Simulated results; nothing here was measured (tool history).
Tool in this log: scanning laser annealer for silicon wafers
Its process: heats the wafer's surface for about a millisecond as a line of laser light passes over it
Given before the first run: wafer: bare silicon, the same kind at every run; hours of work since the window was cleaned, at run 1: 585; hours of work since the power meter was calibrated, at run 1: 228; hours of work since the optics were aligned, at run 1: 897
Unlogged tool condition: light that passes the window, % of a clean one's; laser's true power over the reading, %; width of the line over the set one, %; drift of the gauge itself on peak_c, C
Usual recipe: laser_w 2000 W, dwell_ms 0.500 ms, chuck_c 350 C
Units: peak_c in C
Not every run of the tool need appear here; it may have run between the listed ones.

run   hour  laser_w  dwell_ms  chuck_c  hours of work since the window was cleaned  hours of work since the power meter was calibrated  hours of work since the optics were aligned  peak_c
  1    0.0     2000     0.500      350                                         585                                                 228                                          897    1086
  2   36.3     2000     0.500      350                                         607                                                 250                                          920    1087
      57.2  -- optics aligned, line set to its width
  3   63.4     2000     0.500      350                                         621                                                 264                                            4    1094
  4   86.2     2019     0.500      350                                         635                                                 278                                           18    1099
  5  117.1     2019     0.500      350                                         654                                                 297                                           37    1100
  6  140.9     2019     0.500      350                                         669                                                 312                                           52    1101
  7  183.5     2132     0.500      350                                         695                                                 338                                           78    1152
  8  221.4     2000     0.500      366                                         718                                                 361                                          101    1105
  9  262.5     2000     0.500      366                                         744                                                 387                                          127    1102
 10  298.8     2000     0.500      350                                         766                                                 409                                          149    1082
 11  323.3     2000     0.500      350                                         781                                                 424                                          164    1081
 12  360.8     1777     0.547      388                                         804                                                 447                                          188    1047

Run 13 is up next; what results do you expect?
     394.7  -- window over the wafer cleaned
 13  397.9     1777     0.547      388                                           2                                                 469                                          209       ?

Run 13 yielded peak_c 1085 C.
With the hidden condition absent and the run-to-run variation left alone, this run would have shown peak_c 1091 C.
